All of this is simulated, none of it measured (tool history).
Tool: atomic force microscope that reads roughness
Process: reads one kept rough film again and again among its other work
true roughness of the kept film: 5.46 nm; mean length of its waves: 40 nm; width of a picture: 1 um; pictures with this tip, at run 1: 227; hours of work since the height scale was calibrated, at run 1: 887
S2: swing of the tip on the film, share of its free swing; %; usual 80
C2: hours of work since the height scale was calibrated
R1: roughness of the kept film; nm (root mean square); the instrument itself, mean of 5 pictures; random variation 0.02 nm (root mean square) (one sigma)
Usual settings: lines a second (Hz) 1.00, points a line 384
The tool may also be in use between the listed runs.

{"run": 1, "hour": 0.0, "lines a second (Hz)": 1.0, "S2": 80, "points a line": 384, "pictures with this tip": 227, "C2": 887, "R1": 4.456}
{"run": 2, "hour": 38.8, "lines a second (Hz)": 1.0, "S2": 80, "points a line": 384, "pictures with this tip": 264, "C2": 907, "R1": 4.394}
{"run": 3, "hour": 70.7, "lines a second (Hz)": 1.0, "S2": 80, "points a line": 384, "pictures with this tip": 294, "C2": 924, "R1": 4.325}
{"run": 4, "hour": 98.7, "lines a second (Hz)": 1.0, "S2": 80, "points a line": 384, "pictures with this tip": 321, "C2": 939, "R1": 4.261}
{"hour": 121.6, "done": "new tip fitted"}
{"run": 5, "hour": 122.4, "lines a second (Hz)": 1.0, "S2": 80, "points a line": 384, "pictures with this tip": 0, "C2": 951, "R1": 4.94}
{"run": 6, "hour": 168.8, "lines a second (Hz)": 1.09, "S2": 80, "points a line": 384, "pictures with this tip": 45, "C2": 975, "R1": 4.822}
{"run": 7, "hour": 213.4, "lines a second (Hz)": 1.0, "S2": 76, "points a line": 384, "pictures with this tip": 87, "C2": 998, "R1": 4.772}
{"run": 8, "hour": 265.9, "lines a second (Hz)": 1.0, "S2": 76, "points a line": 384, "pictures with this tip": 137, "C2": 1026, "R1": 4.667}
{"run": 9, "hour": 306.2, "lines a second (Hz)": 0.56, "S2": 80, "points a line": 384, "pictures with this tip": 176, "C2": 1047, "R1": 4.62}
{"run": 10, "hour": 355.7, "lines a second (Hz)": 0.56, "S2": 80, "points a line": 384, "pictures with this tip": 223, "C2": 1073, "R1": 4.506}
{"run": 11, "hour": 405.9, "lines a second (Hz)": 1.0, "S2": 80, "points a line": 384, "pictures with this tip": 271, "C2": 1099, "R1": 4.361}
{"run": 12, "hour": 444.4, "lines a second (Hz)": 0.65, "S2": 80, "points a line": 384, "pictures with this tip": 308, "C2": 1119, "R1": 4.353}
{"hour": 482.3, "done": "new tip fitted"}
{"run": 13, "hour": 491.0, "lines a second (Hz)": 0.65, "S2": 80, "points a line": 384, "pictures with this tip": 8, "C2": 1144, "R1": 4.965}
{"run": 14, "hour": 523.9, "lines a second (Hz)": 0.65, "S2": 80, "points a line": 384, "pictures with this tip": 39, "C2": 1161, "R1": 4.916}
{"run": 15, "hour": 574.6, "lines a second (Hz)": 3.82, "S2": 87, "points a line": 384, "pictures with this tip": 88, "C2": 1187, "R1": 4.078}
{"run": 16, "hour": 624.7, "lines a second (Hz)": 1.92, "S2": 87, "points a line": 384, "pictures with this tip": 136, "C2": 1214, "R1": 4.363}
{"run": 17, "hour": 665.1, "lines a second (Hz)": 1.92, "S2": 87, "points a line": 384, "pictures with this tip": 174, "C2": 1235, "R1": 4.268}
{"run": 18, "hour": 698.2, "lines a second (Hz)": 1.92, "S2": 87, "points a line": 384, "pictures with this tip": 206, "C2": 1252, "R1": 4.204}
{"run": 19, "hour": 734.5, "lines a second (Hz)": 0.68, "S2": 79, "points a line": 818, "pictures with this tip": 240, "C2": 1271, "R1": 4.499}
{"run": 20, "hour": 772.7, "lines a second (Hz)": 3.09, "S2": 84, "points a line": 554, "pictures with this tip": 277, "C2": 1291, "R1": 3.884}
{"run": 21, "hour": 796.1, "lines a second (Hz)": 3.09, "S2": 84, "points a line": 554, "pictures with this tip": 299, "C2": 1303, "R1": 3.852}
{"run": 22, "hour": 831.5, "lines a second (Hz)": 3.09, "S2": 84, "points a line": 554, "pictures with this tip": 333, "C2": 1322, "R1": 3.819}
{"hour": 841.0, "done": "new tip fitted"}
{"run": 23, "hour": 880.5, "lines a second (Hz)": 3.09, "S2": 84, "points a line": 554, "pictures with this tip": 37, "C2": 1347, "R1": 4.416}

Forecast each of these 5 alternatives for the next run:
{"run": "A", "hour": 924.1, "lines a second (Hz)": 1.0, "S2": 66, "points a line": 620, "pictures with this tip": 79, "C2": 1370, "R1": "?"}
{"run": "B", "hour": 924.1, "lines a second (Hz)": 1.0, "S2": 56, "points a line": 356, "pictures with this tip": 79, "C2": 1370, "R1": "?"}
{"run": "C", "hour": 924.1, "lines a second (Hz)": 1.21, "S2": 60, "points a line": 384, "pictures with this tip": 79, "C2": 1370, "R1": "?"}
{"run": "D", "hour": 924.1, "lines a second (Hz)": 3.09, "S2": 84, "points a line": 582, "pictures with this tip": 79, "C2": 1370, "R1": "?"}
{"run": "E", "hour": 924.1, "lines a second (Hz)": 2.35, "S2": 65, "points a line": 684, "pictures with this tip": 79, "C2": 1370, "R1": "?"}

run=A R1=4.862
run=B R1=4.886
run=C R1=4.853
run=D R1=4.318
run=E R1=4.789
Without the tool's hidden state the same runs would have given:
run=A R1=5.001
run=B R1=5.025
run=C R1=4.991
run=D R1=4.441
run=E R1=4.925
